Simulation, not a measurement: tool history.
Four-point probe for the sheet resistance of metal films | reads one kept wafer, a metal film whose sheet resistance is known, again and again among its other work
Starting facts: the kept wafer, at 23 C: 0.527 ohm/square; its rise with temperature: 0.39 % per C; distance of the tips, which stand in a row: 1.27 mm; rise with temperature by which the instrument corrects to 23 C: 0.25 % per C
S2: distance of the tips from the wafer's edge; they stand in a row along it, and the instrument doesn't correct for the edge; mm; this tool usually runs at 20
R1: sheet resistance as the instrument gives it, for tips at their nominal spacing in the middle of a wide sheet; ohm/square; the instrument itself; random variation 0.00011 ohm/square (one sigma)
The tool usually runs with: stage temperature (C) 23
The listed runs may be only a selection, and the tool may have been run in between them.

Run 1, hour 0: usual settings. Result: R1 0.526696 ohm/square.
Run 2, hour 13.2: usual settings. Result: R1 0.526539 ohm/square.
Run 3, hour 32.2: usual settings. Result: R1 0.526965 ohm/square.
Run 4, hour 42.8: usual settings but stage temperature (C) 25. Result: R1 0.528084 ohm/square.
Run 5, hour 52.4: usual settings but stage temperature (C) 25. Result: R1 0.52803 ohm/square.
Run 6, hour 68: usual settings but stage temperature (C) 25. Result: R1 0.528097 ohm/square.
Run 7, hour 79.2: usual settings but stage temperature (C) 25. Result: R1 0.528134 ohm/square.
Run 8, hour 94.4: usual settings but stage temperature (C) 25. Result: R1 0.528259 ohm/square.
Run 9, hour 108.8: usual settings but stage temperature (C) 25, S2 69 mm. Result: R1 0.527044 ohm/square.
Run 10, hour 117.4: usual settings but stage temperature (C) 25, S2 69 mm. Result: R1 0.526944 ohm/square.
Run 11, hour 134.1: usual settings. Result: R1 0.526616 ohm/square.
Run 12, hour 144.5: usual settings. Result: R1 0.526932 ohm/square.
Run 13, hour 155.1: usual settings. Result: R1 0.526682 ohm/square.
Run 14, hour 164.3: usual settings but S2 67 mm. Result: R1 0.52536 ohm/square.
Run 15, hour 183: usual settings but S2 67 mm. Result: R1 0.525584 ohm/square.
Run 16, hour 195.1: usual settings. Result: R1 0.526561 ohm/square.
Run 17, hour 203: usual settings. Result: R1 0.526643 ohm/square.
Run 18, hour 213.7: usual settings but S2 25 mm. Result: R1 0.526291 ohm/square.
Run 19, hour 224.6: usual settings but S2 25 mm. Result: R1 0.525956 ohm/square.
Run 20, hour 235.2: usual settings but S2 25 mm. Result: R1 0.52587 ohm/square.
Run 21, hour 251.7: usual settings but stage temperature (C) 34. Result: R1 0.534392 ohm/square.
Run 22, hour 267.7: usual settings but stage temperature (C) 34. Result: R1 0.534371 ohm/square.
Run 23, hour 275.4: usual settings but stage temperature (C) 22, S2 8 mm. Result: R1 0.531744 ohm/square.
Run 24, hour 284.9: usual settings but stage temperature (C) 19, S2 4 mm. Result: R1 0.549271 ohm/square.
Run 25, hour 298.6: usual settings but stage temperature (C) 28, S2 29 mm. Result: R1 0.529493 ohm/square.
Run 26, hour 309.3: usual settings but stage temperature (C) 24, S2 42 mm. Result: R1 0.526165 ohm/square.
Run 27, hour 322.9: usual settings but stage temperature (C) 24, S2 42 mm. Result: R1 0.526091 ohm/square.
Run 28, hour 337.7: usual settings but stage temperature (C) 24, S2 42 mm. Result: R1 0.526402 ohm/square.
Run 29, hour 353.7: usual settings but stage temperature (C) 29, S2 6 mm. Result: R1 0.542012 ohm/square.
Run 30, hour 369: usual settings but stage temperature (C) 20, S2 68 mm. Result: R1 0.52314 ohm/square.
Run 31, hour 382.2: usual settings but stage temperature (C) 21, S2 23 mm. Result: R1 0.524667 ohm/square.
Run 32, hour 390.4: usual settings but stage temperature (C) 21, S2 23 mm. Result: R1 0.524426 ohm/square.
Run 33, hour 400.1: usual settings but stage temperature (C) 21, S2 23 mm. Result: R1 0.52476 ohm/square.
Run 34, hour 409.1: usual settings but stage temperature (C) 21, S2 23 mm. Result: R1 0.524675 ohm/square.
Run 35, hour 424: usual settings but stage temperature (C) 28. Result: R1 0.530065 ohm/square.
Run 36, hour 436.8: usual settings but stage temperature (C) 28. Result: R1 0.530149 ohm/square.
Run 37, hour 453.7: usual settings but stage temperature (C) 20, S2 9 mm. Result: R1 0.528865 ohm/square.
Run 38, hour 465.7: usual settings but stage temperature (C) 19, S2 11 mm. Result: R1 0.526019 ohm/square.
Run 39, hour 483.6: usual settings but stage temperature (C) 19, S2 11 mm. Result: R1 0.526271 ohm/square.
Run 40, hour 500: usual settings but S2 74 mm. Result: R1 0.525266 ohm/square.
Run 41, hour 515.4: usual settings but stage temperature (C) 22, S2 42 mm. Result: R1 0.524859 ohm/square.
Run 42, hour 524.7: usual settings but stage temperature (C) 22, S2 49 mm. Result: R1 0.524626 ohm/square.

3 options for the next run, each taken on its own from the tool as it stands now. Forecast them:
Run A, hour 542: usual settings but stage temperature (C) 22. Result: R1 ?.
Run B, hour 542: usual settings but stage temperature (C) 19, S2 66 mm. Result: R1 ?.
Run C, hour 542: usual settings but stage temperature (C) 22, S2 18 mm. Result: R1 ?.

run        R1
  A  0.525727
  B   0.52242
  C  0.525754
Without the tool's hidden state the same runs would have given:
run        R1
  A  0.527524
  B  0.524209
  C   0.52755
